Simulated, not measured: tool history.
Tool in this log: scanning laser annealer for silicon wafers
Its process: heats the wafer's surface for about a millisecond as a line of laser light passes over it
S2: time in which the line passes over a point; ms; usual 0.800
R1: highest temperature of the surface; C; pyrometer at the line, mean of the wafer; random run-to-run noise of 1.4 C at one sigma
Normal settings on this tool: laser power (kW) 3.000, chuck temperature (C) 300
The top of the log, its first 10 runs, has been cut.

run 11 hour=744.6 | laser_power_(kW)=3.000 S2=0.800 chuck_temperature_(C)=275 | R1=986
run 12 hour=804.9 | laser_power_(kW)=3.000 S2=0.800 chuck_temperature_(C)=275 | R1=986
-- hour=878.0 window over the wafer cleaned
run 13 hour=893.7 | laser_power_(kW)=3.000 S2=0.800 chuck_temperature_(C)=300 | R1=1022
run 14 hour=961.9 | laser_power_(kW)=2.734 S2=0.800 chuck_temperature_(C)=300 | R1=961
run 15 hour=1012.1 | laser_power_(kW)=2.734 S2=0.800 chuck_temperature_(C)=300 | R1=960
run 16 hour=1054.8 | laser_power_(kW)=2.734 S2=0.974 chuck_temperature_(C)=300 | R1=1026
run 17 hour=1103.2 | laser_power_(kW)=2.734 S2=0.974 chuck_temperature_(C)=300 | R1=1029
run 18 hour=1141.7 | laser_power_(kW)=2.734 S2=0.630 chuck_temperature_(C)=266 | R1=848
run 19 hour=1190.9 | laser_power_(kW)=2.734 S2=0.630 chuck_temperature_(C)=266 | R1=846
run 20 hour=1237.4 | laser_power_(kW)=2.734 S2=0.630 chuck_temperature_(C)=266 | R1=846
run 21 hour=1298.6 | laser_power_(kW)=2.581 S2=0.992 chuck_temperature_(C)=300 | R1=997
run 22 hour=1373.3 | laser_power_(kW)=2.581 S2=0.992 chuck_temperature_(C)=300 | R1=993
run 23 hour=1435.3 | laser_power_(kW)=2.581 S2=0.992 chuck_temperature_(C)=300 | R1=992
run 24 hour=1485.6 | laser_power_(kW)=3.075 S2=0.676 chuck_temperature_(C)=325 | R1=991
run 25 hour=1542.4 | laser_power_(kW)=3.016 S2=0.941 chuck_temperature_(C)=296 | R1=1073
run 26 hour=1626.0 | laser_power_(kW)=3.016 S2=0.941 chuck_temperature_(C)=296 | R1=1071
run 27 hour=1719.3 | laser_power_(kW)=2.996 S2=0.921 chuck_temperature_(C)=300 | R1=1061
run 28 hour=1787.3 | laser_power_(kW)=3.000 S2=0.600 chuck_temperature_(C)=328 | R1=940
run 29 hour=1854.3 | laser_power_(kW)=2.890 S2=0.819 chuck_temperature_(C)=306 | R1=997
run 30 hour=1907.2 | laser_power_(kW)=3.168 S2=0.913 chuck_temperature_(C)=281 | R1=1078

Alternative continuations, all from the tool just after run 30; predict every row:
run A hour=1953.6 | laser_power_(kW)=3.000 S2=0.800 chuck_temperature_(C)=302 | R1=?
run B hour=1953.6 | laser_power_(kW)=3.096 S2=0.800 chuck_temperature_(C)=278 | R1=?
run C hour=1953.6 | laser_power_(kW)=2.698 S2=0.598 chuck_temperature_(C)=281 | R1=?
run D hour=1953.6 | laser_power_(kW)=2.854 S2=0.913 chuck_temperature_(C)=281 | R1=?
run E hour=1953.6 | laser_power_(kW)=3.000 S2=0.795 chuck_temperature_(C)=300 | R1=?

run=A R1=1007
run=B R1=1004
run=C R1=832
run=D R1=1002
run=E R1=1003
Stripped of hidden state, with their random variation kept, the same runs would have yielded:
run=A R1=1029
run=B R1=1026
run=C R1=849
run=D R1=1024
run=E R1=1025
